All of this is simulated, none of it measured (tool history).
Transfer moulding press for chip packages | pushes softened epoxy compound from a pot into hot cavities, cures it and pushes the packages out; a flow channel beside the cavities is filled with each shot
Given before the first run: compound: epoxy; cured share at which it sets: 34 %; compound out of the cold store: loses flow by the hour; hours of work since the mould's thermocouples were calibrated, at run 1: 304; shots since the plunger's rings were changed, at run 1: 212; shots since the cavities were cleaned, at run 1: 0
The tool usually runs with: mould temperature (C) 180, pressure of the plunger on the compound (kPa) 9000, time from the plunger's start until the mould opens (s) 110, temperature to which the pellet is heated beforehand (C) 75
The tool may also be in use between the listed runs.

run	hour	mould temperature (C)	pressure of the plunger on the compound (kPa)	time from the plunger's start until the mould opens (s)	temperature to which the pellet is heated beforehand (C)	hours of work since the mould's thermocouples were calibrated	shots since the plunger's rings were changed	shots since the cavities were cleaned	incoming compound's hours out of the cold store	length that the compound runs in the flow channel (mm)	greatest force on the pins that push the packages out (N)
1	0.0	180	9000	110	75	304	212	0	15.8	773	464
2	11.7	180	9000	110	75	310	317	105	31.9	729	433
3	22.0	175	9000	110	75	315	410	198	42.4	720	583
4	37.5	180	9000	110	75	323	550	338	33.6	730	434
5	47.4	180	9000	110	75	328	639	427	9.8	801	458
6	59.3	180	9000	136	75	334	747	535	11.8	806	354
7	67.9	180	9000	136	75	338	824	612	20.1	764	365
8	79.8	180	8710	110	75	344	932	720	8.8	803	468
9	88.7	180	9000	110	75	348	1012	800	26.1	750	424
10	103.4	180	9000	110	75	356	1144	932	35.0	724	417
# hour 111.6: cavities cleaned with cleaning compound and waxed
11	117.4	180	9000	110	75	362	1257	52	28.6	736	444
12	125.8	180	9000	110	75	366	1332	127	46.9	690	410
13	136.4	180	9000	110	75	371	1428	223	43.1	702	423
14	146.3	180	9000	110	75	376	1517	312	8.7	803	460
# hour 149.5: mould's thermocouples calibrated
15	162.9	180	9000	110	75	7	1649	444	15.8	784	452
16	175.3	175	9990	128	71	13	1760	555	11.9	864	463
17	188.5	180	9000	110	67	19	1880	675	24.5	758	450
18	200.6	180	9000	110	67	25	1989	784	42.6	703	453
19	216.7	180	9000	94	75	33	2134	929	14.3	796	641
# hour 226.0: cavities cleaned with cleaning compound and waxed
20	227.2	180	9190	94	83	38	2215	11	39.2	717	572
21	236.2	180	9190	94	83	42	2296	92	17.3	791	599
22	243.7	181	7820	110	70	46	2364	160	40.5	657	420
23	254.5	187	9300	110	75	51	2461	257	34.5	708	349
24	267.3	176	9300	135	75	58	2577	373	39.1	738	383
25	281.4	180	9000	110	79	65	2704	500	35.3	719	442
26	295.8	180	9000	110	79	72	2833	629	43.6	708	422
27	312.4	180	9000	110	79	80	2983	779	46.0	688	424
28	321.2	184	9000	110	85	84	3062	858	28.9	724	369

Branching from run 28: 5 alternative next runs. What would each branch give?
# hour 337.7: cavities cleaned with cleaning compound and waxed
A	339.7	184	7830	147	85	93	3215	17	28.5	?	?
# hour 337.7: cavities cleaned with cleaning compound and waxed
B	339.7	184	10760	110	70	93	3215	17	10.7	?	?
# hour 337.7: cavities cleaned with cleaning compound and waxed
C	339.7	186	9000	137	75	93	3215	17	19.6	?	?
# hour 337.7: cavities cleaned with cleaning compound and waxed
D	339.7	180	9000	111	75	93	3215	17	42.9	?	?
# hour 337.7: cavities cleaned with cleaning compound and waxed
E	339.7	173	9000	110	66	93	3215	17	41.3	?	?

run	length that the compound runs in the flow channel (mm)	greatest force on the pins that push the packages out (N)
A	679	350
B	860	386
C	752	344
D	699	436
E	734	690
Take away the tool's hidden state, keep each run's random variation, and the runs would have read:
run	length that the compound runs in the flow channel (mm)	greatest force on the pins that push the packages out (N)
A	679	350
B	861	386
C	753	344
D	700	436
E	735	689
